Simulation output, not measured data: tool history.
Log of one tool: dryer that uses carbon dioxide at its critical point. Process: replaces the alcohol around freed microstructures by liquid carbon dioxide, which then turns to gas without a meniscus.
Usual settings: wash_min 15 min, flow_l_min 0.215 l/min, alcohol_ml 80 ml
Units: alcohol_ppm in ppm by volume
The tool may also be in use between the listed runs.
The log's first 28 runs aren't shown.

run    hour  wash_min  flow_l_min  alcohol_ml  hours of work since the filter was changed  hours of work since the purifier's bed was changed  alcohol_ppm
 29   742.1        10       0.136          80                                         116                                                 538        11544
 30   759.0        11       0.215          75                                         126                                                 548         1883
 31   788.1        11       0.215          75                                         143                                                 565         1924
      801.5  -- purifier's bed changed
 32   827.0        19       0.132          80                                         164                                                  15         1327
 33   856.9        17       0.215          88                                         181                                                  32          217
 34   883.5        12       0.137          69                                         196                                                  48         6213
 35   917.9        12       0.254          74                                         216                                                  67          625
 36   952.6        15       0.215          95                                         236                                                  88          608
 37   978.1        18       0.269          21                                         251                                                 102           42
 38  1012.5        18       0.269          21                                         271                                                 122           41
 39  1032.5        18       0.269          21                                         283                                                 134           40
 40  1060.5        16       0.160          82                                         299                                                 150         1732
 41  1079.8        10       0.215          80                                         310                                                 161         3623
 42  1112.1        10       0.215          80                                         329                                                 180         3771

5 ways to go on from here, each from the tool as it stands after run 42. What would each give?
  A  1143.9        14       0.189          36                                         347                                                 198            ?
  B  1143.9        10       0.273          80                                         347                                                 198            ?
  C  1143.9        12       0.215          27                                         347                                                 198            ?
  D  1143.9        10       0.181          30                                         347                                                 198            ?
  E  1143.9        10       0.138          80                                         347                                                 198            ?

run  alcohol_ppm
  A          756
  B         1583
  C          687
  D         2615
  E        13473
Without the tool's hidden state the same runs would have given:
run  alcohol_ppm
  A          355
  B          766
  C          332
  D         1603
  E         9318
